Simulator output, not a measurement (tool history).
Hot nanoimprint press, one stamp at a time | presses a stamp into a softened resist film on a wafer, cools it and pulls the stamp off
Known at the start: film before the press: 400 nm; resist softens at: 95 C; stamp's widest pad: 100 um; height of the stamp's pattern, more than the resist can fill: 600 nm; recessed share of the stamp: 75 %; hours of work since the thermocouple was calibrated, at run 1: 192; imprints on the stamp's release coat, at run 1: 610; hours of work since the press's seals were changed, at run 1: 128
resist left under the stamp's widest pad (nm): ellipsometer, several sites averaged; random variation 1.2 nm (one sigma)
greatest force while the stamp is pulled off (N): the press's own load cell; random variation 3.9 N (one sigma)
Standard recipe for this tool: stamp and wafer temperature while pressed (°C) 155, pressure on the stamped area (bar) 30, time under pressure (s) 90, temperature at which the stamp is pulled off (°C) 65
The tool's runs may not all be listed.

run	hour	stamp and wafer temperature while pressed (°C)	pressure on the stamped area (bar)	time under pressure (s)	temperature at which the stamp is pulled off (°C)	hours of work since the thermocouple was calibrated	imprints on the stamp's release coat	hours of work since the press's seals were changed	resist left under the stamp's widest pad (nm)	greatest force while the stamp is pulled off (N)
1	0	155	30	90	65	192	610	128	205	188
2	19.1	155	30	90	65	203	677	138	202.2	192
3	33.6	155	30	90	65	211	728	146	202	193
4	42.7	155	30	90	53	216	760	151	203.8	253
5	57.6	155	30	90	65	224	812	159	203.1	194
6	67.6	155	30	90	65	229	847	165	201.7	193
7	82.9	155	27.8	90	65	238	901	173	211.1	192
8	103.9	155	30	90	69	249	975	185	203.4	172
9	125	155	30	90	65	261	1049	196	202.2	196
10	134	155	30	90	65	266	1081	201	202.5	193
11	152.4	155	30	90	65	276	1145	212	205.5	187
12	168.7	155	36.7	90	65	285	1202	220	183.3	194
# hour 179.7: stamp cleaned and given a new release coat
13	186.4	155	36.7	90	65	291	24	227	182.9	186
14	201.6	155	36.7	90	65	300	77	235	183.3	189
15	221.1	151	36.7	90	65	310	146	246	214.3	186
16	230.1	151	36.7	90	65	315	177	251	215.2	188
17	249	151	25.5	90	65	326	244	261	249.6	193
# hour 263.9: plate thermocouple calibrated
18	274.1	151	25.5	90	65	6	321	273	251.1	184
19	292.2	155	30	129	53	16	385	283	179.2	246
20	306.9	155	30	129	53	24	436	291	178.3	250
21	322.7	161	30	93	51	32	492	300	158.8	256
22	340.2	163	28.5	108	54	42	553	310	142.5	234
23	354.6	163	28.5	108	54	50	604	318	141.5	246
24	366.6	146	30	76	65	56	646	324	287.7	196
25	384.2	146	30	76	65	66	708	334	289.7	194
26	399.5	146	30	76	65	74	762	342	286.7	190
27	418.5	154	19.5	121	55	85	828	353	228.4	239
28	430	155	30	175	58	91	869	359	159	227
29	451.7	160	38.2	141	62	103	945	371	122.6	197

Forecast each of these 5 alternatives for the next run:
A	467.2	162	24.5	90	65	112	999	379	?	?
B	467.2	155	30	173	55	112	999	379	?	?
C	467.2	148	38.2	141	56	112	999	379	?	?
D	467.2	149	20.9	141	62	112	999	379	?	?
E	467.2	155	30	172	65	112	999	379	?	?

run	resist left under the stamp's widest pad (nm)	greatest force while the stamp is pulled off (N)
A	169.2	191
B	158.6	230
C	202.3	227
D	253	199
E	159.2	190
Without the tool's hidden state the same runs would have given:
run	resist left under the stamp's widest pad (nm)	greatest force while the stamp is pulled off (N)
A	173.2	188
B	162.4	227
C	207.1	224
D	259.1	196
E	163	188
